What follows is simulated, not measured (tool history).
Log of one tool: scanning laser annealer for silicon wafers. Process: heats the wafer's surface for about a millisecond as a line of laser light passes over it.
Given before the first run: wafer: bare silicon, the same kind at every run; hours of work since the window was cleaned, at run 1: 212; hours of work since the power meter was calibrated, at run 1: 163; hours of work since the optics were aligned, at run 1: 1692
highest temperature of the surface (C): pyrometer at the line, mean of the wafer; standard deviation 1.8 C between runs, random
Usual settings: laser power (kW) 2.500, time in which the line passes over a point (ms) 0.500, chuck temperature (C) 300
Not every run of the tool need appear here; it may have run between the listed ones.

run,day,laser power (kW),time in which the line passes over a point (ms),chuck temperature (C),hours of work since the window was cleaned,hours of work since the power meter was calibrated,hours of work since the optics were aligned,highest temperature of the surface (C)
1,0.000,2.500,0.500,300,212,163,1692,1076
2,0.696,2.500,0.500,300,221,172,1701,1076
3,1.246,2.500,0.500,300,228,179,1708,1081
4,1.754,2.500,0.500,300,234,185,1714,1076
5,2.192,2.500,0.500,322,240,191,1720,1096
6,2.658,2.500,0.500,322,245,197,1725,1098
7,3.321,2.500,0.599,315,254,205,1734,1176
8,3.746,2.500,0.380,308,259,210,1739,968
9,4.188,2.500,0.380,308,265,216,1745,967
10,4.892,2.638,0.500,272,273,224,1753,1091
11,5.617,2.638,0.500,272,283,234,1762,1086

What if the next run were any one of these 5? Each begins from the tool's condition after run 11:
# day 5.925: optics aligned, line set to its width
A,6.204,2.529,0.498,279,287,238,4,?
# day 5.925: optics aligned, line set to its width
B,6.204,2.694,0.476,272,287,238,4,?
# day 5.925: optics aligned, line set to its width
C,6.204,2.500,0.414,300,287,238,4,?
# day 5.925: optics aligned, line set to its width
D,6.204,2.638,0.500,336,287,238,4,?
# day 5.925: optics aligned, line set to its width
E,6.204,2.616,0.500,300,287,238,4,?

run,highest temperature of the surface (C)
A,1063
B,1082
C,997
D,1153
E,1113
With no hidden state in the tool, these same runs would have given:
run,highest temperature of the surface (C)
A,1063
B,1082
C,997
D,1153
E,1113
